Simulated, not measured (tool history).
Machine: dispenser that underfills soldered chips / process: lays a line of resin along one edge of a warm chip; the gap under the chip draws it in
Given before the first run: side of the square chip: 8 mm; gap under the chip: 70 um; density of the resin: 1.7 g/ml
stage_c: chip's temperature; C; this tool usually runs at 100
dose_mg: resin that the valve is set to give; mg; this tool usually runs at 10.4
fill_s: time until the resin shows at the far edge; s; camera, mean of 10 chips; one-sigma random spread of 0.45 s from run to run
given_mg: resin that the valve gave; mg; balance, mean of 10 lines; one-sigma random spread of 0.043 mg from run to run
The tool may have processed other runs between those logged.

run	day	stage_c	dose_mg	fill_s	given_mg
1	0.000	100	10.4	51.9	10.15
2	0.200	100	10.4	68.8	10.05
3	0.308	106	10.4	29.2	10.10
4	0.417	106	10.4	32.9	10.05
5	0.554	107	10.4	39.6	10.05
6	0.683	107	10.4	47.4	10.00
7	0.771	107	10.4	53.1	10.02
8	0.983	107	10.4	30.4	9.90
9	1.096	107	10.4	34.5	9.96
10	1.254	107	10.4	44.0	9.99
11	1.467	107	10.4	55.3	10.40
12	1.662	107	10.4	29.3	10.40
13	1.767	107	10.4	33.9	10.39
14	1.962	100	10.4	54.7	10.33
15	2.138	100	10.4	69.4	10.37
16	2.238	100	10.4	34.4	10.30
17	2.392	100	13.3	40.1	13.05
18	2.496	100	8.9	50.3	8.87
19	2.600	111	9.6	41.8	9.47
20	2.692	111	9.6	48.1	9.43
21	2.783	92	13.1	86.5	12.96
22	2.912	104	9.8	31.8	9.60
23	3.071	109	10.1	35.1	9.90
24	3.200	103	13.0	45.4	12.70
25	3.379	100	10.6	66.6	10.31
26	3.575	100	9.7	37.7	9.48
27	3.762	110	10.8	35.8	10.49
28	3.975	112	10.2	47.3	9.95
29	4.133	106	9.9	28.7	9.59
30	4.242	91	9.8	51.8	9.53
31	4.442	95	11.2	59.0	10.83
32	4.533	91	9.9	77.4	9.50
33	4.750	92	9.3	95.8	9.23
34	4.971	92	9.3	55.4	9.23
35	5.067	98	10.0	50.2	9.93
36	5.258	113	10.2	44.6	10.17

Put back what was entered between runs (10 entries, withheld): which listed runs does each sit between, and how does the hidden state differ from the listed run before to the listed run after?
Run 2 -> run 3: new syringe of resin (day 0.308)
  resin's viscosity, % of fresh resin's: 203.8 -> 99.9; dose that the valve gives, % of what is set: 96.96 -> 96.84; true chip temperature over the reading, C: 0.42 -> 0.43
  measured value less the no-hidden-state value, fill_s: +34.7 -> -0.1 s; given_mg: -0.32 -> -0.32 mg
Run 7 -> run 8: new syringe of resin (day 0.933)
  resin's viscosity, % of fresh resin's: 190.7 -> 107.5; dose that the valve gives, % of what is set: 96.25 -> 96; true chip temperature over the reading, C: 0.47 -> 0.49
  measured value less the no-hidden-state value, fill_s: +25.3 -> +2.0 s; given_mg: -0.39 -> -0.42 mg
Run 10 -> run 11: dispensing valve cleaned and set on the balance (day 1.358)
  resin's viscosity, % of fresh resin's: 157 -> 198.8; dose that the valve gives, % of what is set: 95.65 -> 100.08; true chip temperature over the reading, C: 0.52 -> 0.54
  measured value less the no-hidden-state value, fill_s: +15.8 -> +27.0 s; given_mg: -0.45 -> +0.00 mg
Run 11 -> run 12: new syringe of resin (day 1.604)
  resin's viscosity, % of fresh resin's: 198.8 -> 108.9; dose that the valve gives, % of what is set: 100.08 -> 99.87; true chip temperature over the reading, C: 0.54 -> 0.56
  measured value less the no-hidden-state value, fill_s: +27.0 -> +2.1 s; given_mg: +0.00 -> -0.01 mg
Run 15 -> run 16: new syringe of resin (day 2.233)
  resin's viscosity, % of fresh resin's: 210.2 -> 101.3; dose that the valve gives, % of what is set: 99.27 -> 99.16; true chip temperature over the reading, C: 0.61 -> 0.62
  measured value less the no-hidden-state value, fill_s: +35.9 -> +0.0 s; given_mg: -0.07 -> -0.08 mg
Run 21 -> run 22: new syringe of resin (day 2.862)
  resin's viscosity, % of fresh resin's: 216.4 -> 106.8; dose that the valve gives, % of what is set: 98.45 -> 98.3; true chip temperature over the reading, C: 0.68 -> 0.69
  measured value less the no-hidden-state value, fill_s: +45.7 -> +1.6 s; given_mg: -0.20 -> -0.16 mg
Run 25 -> run 26: new syringe of resin (day 3.488)
  resin's viscosity, % of fresh resin's: 204.5 -> 111.4; dose that the valve gives, % of what is set: 97.74 -> 97.52; true chip temperature over the reading, C: 0.74 -> 0.76
  measured value less the no-hidden-state value, fill_s: +33.4 -> +3.5 s; given_mg: -0.24 -> -0.24 mg
Run 28 -> run 29: new syringe of resin (day 4.121)
  resin's viscosity, % of fresh resin's: 195 -> 101.9; dose that the valve gives, % of what is set: 97.02 -> 96.85; true chip temperature over the reading, C: 0.8 -> 0.81
  measured value less the no-hidden-state value, fill_s: +22.7 -> +0.2 s; given_mg: -0.30 -> -0.31 mg
Run 32 -> run 33: dispensing valve cleaned and set on the balance (day 4.750)
  resin's viscosity, % of fresh resin's: 177.7 -> 226.3; dose that the valve gives, % of what is set: 96.34 -> 100.04; true chip temperature over the reading, C: 0.86 -> 0.88
  measured value less the no-hidden-state value, fill_s: +33.5 -> +52.3 s; given_mg: -0.37 -> +0.00 mg
Run 33 -> run 34: new syringe of resin (day 4.796)
  resin's viscosity, % of fresh resin's: 226.3 -> 126.6; dose that the valve gives, % of what is set: 100.04 -> 99.77; true chip temperature over the reading, C: 0.88 -> 0.9
  measured value less the no-hidden-state value, fill_s: +52.3 -> +10.5 s; given_mg: +0.00 -> -0.02 mg

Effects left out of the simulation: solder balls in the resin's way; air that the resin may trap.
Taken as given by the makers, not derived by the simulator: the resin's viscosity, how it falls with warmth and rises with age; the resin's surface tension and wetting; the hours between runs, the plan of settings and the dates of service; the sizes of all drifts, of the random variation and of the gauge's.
